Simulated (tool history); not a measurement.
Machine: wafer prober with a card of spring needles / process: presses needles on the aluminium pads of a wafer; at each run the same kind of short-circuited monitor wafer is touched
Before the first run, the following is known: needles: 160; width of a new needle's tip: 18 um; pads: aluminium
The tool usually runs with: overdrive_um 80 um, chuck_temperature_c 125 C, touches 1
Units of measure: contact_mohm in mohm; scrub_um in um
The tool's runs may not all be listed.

{"run": 1, "hour": 0.0, "overdrive_um": 80, "chuck_temperature_c": 125, "touches": 1, "contact_mohm": 328, "scrub_um": 11}
{"hour": 14.3, "done": "tips cleaned on abrasive film"}
{"run": 2, "hour": 14.3, "overdrive_um": 80, "chuck_temperature_c": 125, "touches": 1, "contact_mohm": 258, "scrub_um": 11.03}
{"run": 3, "hour": 30.8, "overdrive_um": 80, "chuck_temperature_c": 125, "touches": 1, "contact_mohm": 349, "scrub_um": 11.03}
{"hour": 38.9, "done": "tips cleaned on abrasive film"}
{"run": 4, "hour": 43.3, "overdrive_um": 80, "chuck_temperature_c": 125, "touches": 1, "contact_mohm": 287, "scrub_um": 10.98}
{"run": 5, "hour": 56.4, "overdrive_um": 80, "chuck_temperature_c": 125, "touches": 1, "contact_mohm": 360, "scrub_um": 11.01}
{"hour": 63.1, "done": "tips cleaned on abrasive film"}
{"run": 6, "hour": 68.7, "overdrive_um": 80, "chuck_temperature_c": 125, "touches": 1, "contact_mohm": 300, "scrub_um": 10.96}
{"run": 7, "hour": 84.7, "overdrive_um": 80, "chuck_temperature_c": 125, "touches": 1, "contact_mohm": 374, "scrub_um": 11}
{"hour": 88.0, "done": "tips cleaned on abrasive film"}
{"run": 8, "hour": 92.9, "overdrive_um": 87, "chuck_temperature_c": 75, "touches": 2, "contact_mohm": 258, "scrub_um": 11.96}
{"run": 9, "hour": 105.3, "overdrive_um": 87, "chuck_temperature_c": 75, "touches": 2, "contact_mohm": 293, "scrub_um": 11.95}
{"hour": 106.4, "done": "height of the first contact set anew"}
{"hour": 112.8, "done": "tips cleaned on abrasive film"}
{"run": 10, "hour": 116.9, "overdrive_um": 97, "chuck_temperature_c": 87, "touches": 2, "contact_mohm": 253, "scrub_um": 13.29}
{"run": 11, "hour": 130.1, "overdrive_um": 94, "chuck_temperature_c": 87, "touches": 2, "contact_mohm": 289, "scrub_um": 12.88}
{"hour": 137.2, "done": "tips cleaned on abrasive film"}
{"run": 12, "hour": 139.0, "overdrive_um": 89, "chuck_temperature_c": 45, "touches": 1, "contact_mohm": 246, "scrub_um": 12.16}
{"run": 13, "hour": 150.0, "overdrive_um": 95, "chuck_temperature_c": 33, "touches": 1, "contact_mohm": 305, "scrub_um": 13.05}

Each row is a separate what-if for the run after 13, all from the same tool condition, not one after another. Results?
{"run": "A", "hour": 158.7, "overdrive_um": 96, "chuck_temperature_c": 44, "touches": 2, "contact_mohm": "?", "scrub_um": "?"}
{"run": "B", "hour": 158.7, "overdrive_um": 80, "chuck_temperature_c": 103, "touches": 2, "contact_mohm": "?", "scrub_um": "?"}
{"run": "C", "hour": 158.7, "overdrive_um": 63, "chuck_temperature_c": 125, "touches": 1, "contact_mohm": "?", "scrub_um": "?"}
{"run": "D", "hour": 158.7, "overdrive_um": 95, "chuck_temperature_c": 33, "touches": 2, "contact_mohm": "?", "scrub_um": "?"}
{"run": "E", "hour": 158.7, "overdrive_um": 79, "chuck_temperature_c": 69, "touches": 2, "contact_mohm": "?", "scrub_um": "?"}

run=A contact_mohm=284 scrub_um=13.15
run=B contact_mohm=319 scrub_um=10.92
run=C contact_mohm=452 scrub_um=8.59
run=D contact_mohm=282 scrub_um=12.98
run=E contact_mohm=322 scrub_um=10.78
Stripped of hidden state, with their random variation kept, the same runs would have yielded:
run=A contact_mohm=220 scrub_um=13.28
run=B contact_mohm=238 scrub_um=11.05
run=C contact_mohm=250 scrub_um=8.72
run=D contact_mohm=216 scrub_um=13.11
run=E contact_mohm=234 scrub_um=10.91

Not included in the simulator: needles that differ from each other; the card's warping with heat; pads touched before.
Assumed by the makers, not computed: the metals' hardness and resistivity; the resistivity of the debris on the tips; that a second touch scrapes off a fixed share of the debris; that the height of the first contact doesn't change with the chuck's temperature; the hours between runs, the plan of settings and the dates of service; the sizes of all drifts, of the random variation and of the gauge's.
